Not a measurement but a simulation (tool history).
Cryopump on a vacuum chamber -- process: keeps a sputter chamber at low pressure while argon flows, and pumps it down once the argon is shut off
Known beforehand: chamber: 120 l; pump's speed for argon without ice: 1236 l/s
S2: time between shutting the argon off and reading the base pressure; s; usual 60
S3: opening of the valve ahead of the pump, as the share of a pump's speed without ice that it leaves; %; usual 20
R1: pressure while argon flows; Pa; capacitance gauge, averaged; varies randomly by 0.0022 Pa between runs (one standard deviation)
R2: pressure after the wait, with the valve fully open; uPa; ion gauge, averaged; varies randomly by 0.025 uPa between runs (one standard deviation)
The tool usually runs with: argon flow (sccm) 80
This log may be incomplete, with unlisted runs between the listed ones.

Run 1, hour 0.0: usual settings. Result: R1 0.5704 Pa, R2 2.73 uPa.
Run 2, hour 10.4: usual settings. Result: R1 0.5770 Pa, R2 2.80 uPa.
Run 3, hour 22.2: usual settings but S2 74 s. Result: R1 0.5727 Pa, R2 2.71 uPa.
Run 4, hour 34.2: usual settings but S2 74 s. Result: R1 0.5744 Pa, R2 2.75 uPa.
Run 5, hour 48.0: usual settings but S2 74 s. Result: R1 0.5751 Pa, R2 2.75 uPa.
Run 6, hour 68.3: usual settings but S2 74 s. Result: R1 0.5735 Pa, R2 2.74 uPa.
Run 7, hour 76.9: usual settings but S2 74 s. Result: R1 0.5771 Pa, R2 2.77 uPa.
Run 8, hour 96.1: usual settings but S2 74 s. Result: R1 0.5799 Pa, R2 2.75 uPa.
Run 9, hour 113.1: usual settings but argon flow (sccm) 42. Result: R1 0.3044 Pa, R2 2.98 uPa.
Run 10, hour 132.0: usual settings but argon flow (sccm) 42. Result: R1 0.3035 Pa, R2 2.97 uPa.
Run 11, hour 143.9: usual settings. Result: R1 0.5801 Pa, R2 3.09 uPa.
Run 12, hour 162.0: usual settings but S3 46 %. Result: R1 0.2711 Pa, R2 3.16 uPa.
Run 13, hour 173.9: usual settings but argon flow (sccm) 40. Result: R1 0.2896 Pa, R2 3.17 uPa.
Run 14, hour 192.1: usual settings but argon flow (sccm) 68. Result: R1 0.4936 Pa, R2 3.14 uPa.
Run 15, hour 209.9: usual settings but argon flow (sccm) 68. Result: R1 0.4988 Pa, R2 3.19 uPa.
Run 16, hour 223.1: usual settings but argon flow (sccm) 68, S3 17 %. Result: R1 0.5775 Pa, R2 3.34 uPa.
Run 17, hour 234.4: usual settings but argon flow (sccm) 68, S3 17 %. Result: R1 0.5807 Pa, R2 3.21 uPa.
Run 18, hour 245.7: usual settings but argon flow (sccm) 45, S2 29 s, S3 42 %. Result: R1 0.1676 Pa, R2 3.95 uPa.
Run 19, hour 261.6: usual settings but argon flow (sccm) 45, S2 29 s, S3 42 %. Result: R1 0.1699 Pa, R2 4.09 uPa.
Run 20, hour 275.3: usual settings but argon flow (sccm) 104, S2 71 s, S3 38 %. Result: R1 0.4258 Pa, R2 3.16 uPa.
Run 21, hour 286.6: usual settings but argon flow (sccm) 32, S2 71 s, S3 38 %. Result: R1 0.1314 Pa, R2 3.39 uPa.
Run 22, hour 300.7: usual settings but argon flow (sccm) 59, S2 48 s, S3 60 %. Result: R1 0.1648 Pa, R2 3.54 uPa.
At hour 309.9: leaking fittings of the chamber tightened, without venting.
Run 23, hour 314.4: usual settings but argon flow (sccm) 59, S2 195 s, S3 45 %. Result: R1 0.2115 Pa, R2 0.62 uPa.
Run 24, hour 333.5: usual settings but argon flow (sccm) 96, S2 28 s, S3 17 %. Result: R1 0.8229 Pa, R2 1.93 uPa.
Run 25, hour 354.3: usual settings but S2 242 s, S3 56 %. Result: R1 0.2388 Pa, R2 0.63 uPa.
Run 26, hour 365.8: usual settings but argon flow (sccm) 68. Result: R1 0.5049 Pa, R2 1.19 uPa.
Run 27, hour 386.5: usual settings but argon flow (sccm) 68. Result: R1 0.5051 Pa, R2 1.21 uPa.
Run 28, hour 400.5: usual settings but argon flow (sccm) 117, S3 23 %. Result: R1 0.7591 Pa, R2 1.22 uPa.
Run 29, hour 418.4: usual settings but argon flow (sccm) 40, S2 211 s. Result: R1 0.2970 Pa, R2 0.69 uPa.
Run 30, hour 431.5: usual settings but argon flow (sccm) 40, S2 34 s. Result: R1 0.2960 Pa, R2 1.83 uPa.
Run 31, hour 441.4: usual settings but argon flow (sccm) 120, S2 217 s, S3 16 %. Result: R1 1.0961 Pa, R2 0.77 uPa.
Run 32, hour 453.5: usual settings but argon flow (sccm) 42, S2 22 s. Result: R1 0.3121 Pa, R2 2.55 uPa.
Run 33, hour 468.7: usual settings but argon flow (sccm) 42, S2 22 s. Result: R1 0.3146 Pa, R2 2.60 uPa.
Run 34, hour 481.3: usual settings but argon flow (sccm) 42, S2 22 s. Result: R1 0.3122 Pa, R2 2.63 uPa.

Alternative continuations, all from the tool just after run 34; predict every row:
At hour 489.2: pump warmed up, emptied and cooled again.
Run A, hour 504.6: usual settings but argon flow (sccm) 74, S2 48 s, S3 25 %. Result: R1 ?, R2 ?.
At hour 489.2: pump warmed up, emptied and cooled again.
Run B, hour 504.6: usual settings but argon flow (sccm) 48, S2 62 s, S3 25 %. Result: R1 ?, R2 ?.
At hour 489.2: pump warmed up, emptied and cooled again.
Run C, hour 504.6: usual settings but argon flow (sccm) 42, S2 64 s. Result: R1 ?, R2 ?.

run      R1    R2
  A  0.4072  1.35
  B  0.2628  1.13
  C  0.2874  1.10
Without the tool's unlogged condition, the same runs would have read:
run      R1    R2
  A  0.4055  1.15
  B  0.2617  0.93
  C  0.2864  0.90
